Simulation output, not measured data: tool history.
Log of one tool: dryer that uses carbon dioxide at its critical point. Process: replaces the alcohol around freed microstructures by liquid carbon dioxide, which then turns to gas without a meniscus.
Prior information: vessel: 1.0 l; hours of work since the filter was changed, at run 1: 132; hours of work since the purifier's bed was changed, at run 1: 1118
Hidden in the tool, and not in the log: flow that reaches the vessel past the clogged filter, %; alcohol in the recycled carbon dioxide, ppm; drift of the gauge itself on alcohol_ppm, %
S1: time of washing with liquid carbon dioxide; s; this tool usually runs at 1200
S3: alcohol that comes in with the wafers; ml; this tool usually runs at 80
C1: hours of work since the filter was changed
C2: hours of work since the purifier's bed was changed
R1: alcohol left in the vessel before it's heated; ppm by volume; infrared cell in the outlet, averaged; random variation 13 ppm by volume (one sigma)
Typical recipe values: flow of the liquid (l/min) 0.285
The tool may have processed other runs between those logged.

Run 1, day 0: usual settings; C1 132; C2 1118. Result: R1 931 ppm by volume.
Run 2, day 2.1: usual settings but S3 62 ml; C1 157; C2 1144. Result: R1 781 ppm by volume.
Run 3, day 3.742: usual settings but S3 62 ml; C1 177; C2 1163. Result: R1 756 ppm by volume.
Run 4, day 5.521: usual settings but S3 62 ml; C1 198; C2 1185. Result: R1 779 ppm by volume.
Run 5, day 8.233: usual settings but flow of the liquid (l/min) 0.262; C1 231; C2 1218. Result: R1 1385 ppm by volume.
Run 6, day 9.492: usual settings; C1 246; C2 1233. Result: R1 1016 ppm by volume.
Run 7, day 12.125: usual settings; C1 278; C2 1265. Result: R1 1021 ppm by volume.
Run 8, day 13.908: usual settings but S1 720 s, S3 47 ml; C1 300; C2 1286. Result: R1 3325 ppm by volume.
At day 15.733: purifier's bed changed.
Run 9, day 16.271: usual settings but S1 720 s, S3 47 ml; C1 327; C2 6. Result: R1 3234 ppm by volume.
Run 10, day 17.538: usual settings but S1 1860 s, flow of the liquid (l/min) 0.309; C1 342; C2 22. Result: R1 41 ppm by volume.
Run 11, day 19.504: usual settings but S1 1860 s, S3 29 ml; C1 366; C2 45. Result: R1 36 ppm by volume.
Run 12, day 21.133: usual settings but S1 960 s, S3 53 ml; C1 385; C2 65. Result: R1 1589 ppm by volume.
Run 13, day 23.704: usual settings but S1 960 s, S3 53 ml; C1 416; C2 96. Result: R1 1528 ppm by volume.
Run 14, day 25.529: usual settings but S1 960 s, S3 53 ml; C1 438; C2 118. Result: R1 1629 ppm by volume.

5 options for the next run, each taken on its own from the tool as it stands now. Forecast them:
Run A, day 27.833: usual settings but S1 840 s, S3 39 ml; C1 466; C2 146. Result: R1 ?.
Run B, day 27.833: usual settings but S1 1080 s, flow of the liquid (l/min) 0.184, S3 23 ml; C1 466; C2 146. Result: R1 ?.
Run C, day 27.833: usual settings but S1 1020 s, flow of the liquid (l/min) 0.304, S3 36 ml; C1 466; C2 146. Result: R1 ?.
Run D, day 27.833: usual settings but S1 900 s, flow of the liquid (l/min) 0.183, S3 31 ml; C1 466; C2 146. Result: R1 ?.
Run E, day 27.833: usual settings but S1 1140 s, flow of the liquid (l/min) 0.457, S3 34 ml; C1 466; C2 146. Result: R1 ?.

run    R1
  A  1844
  B  1836
  C   707
  D  3746
  E    64
The same runs, with their run-to-run variation unchanged, on a tool lacking any hidden condition would have given:
run    R1
  A  1517
  B  1560
  C   543
  D  3282
  E    34

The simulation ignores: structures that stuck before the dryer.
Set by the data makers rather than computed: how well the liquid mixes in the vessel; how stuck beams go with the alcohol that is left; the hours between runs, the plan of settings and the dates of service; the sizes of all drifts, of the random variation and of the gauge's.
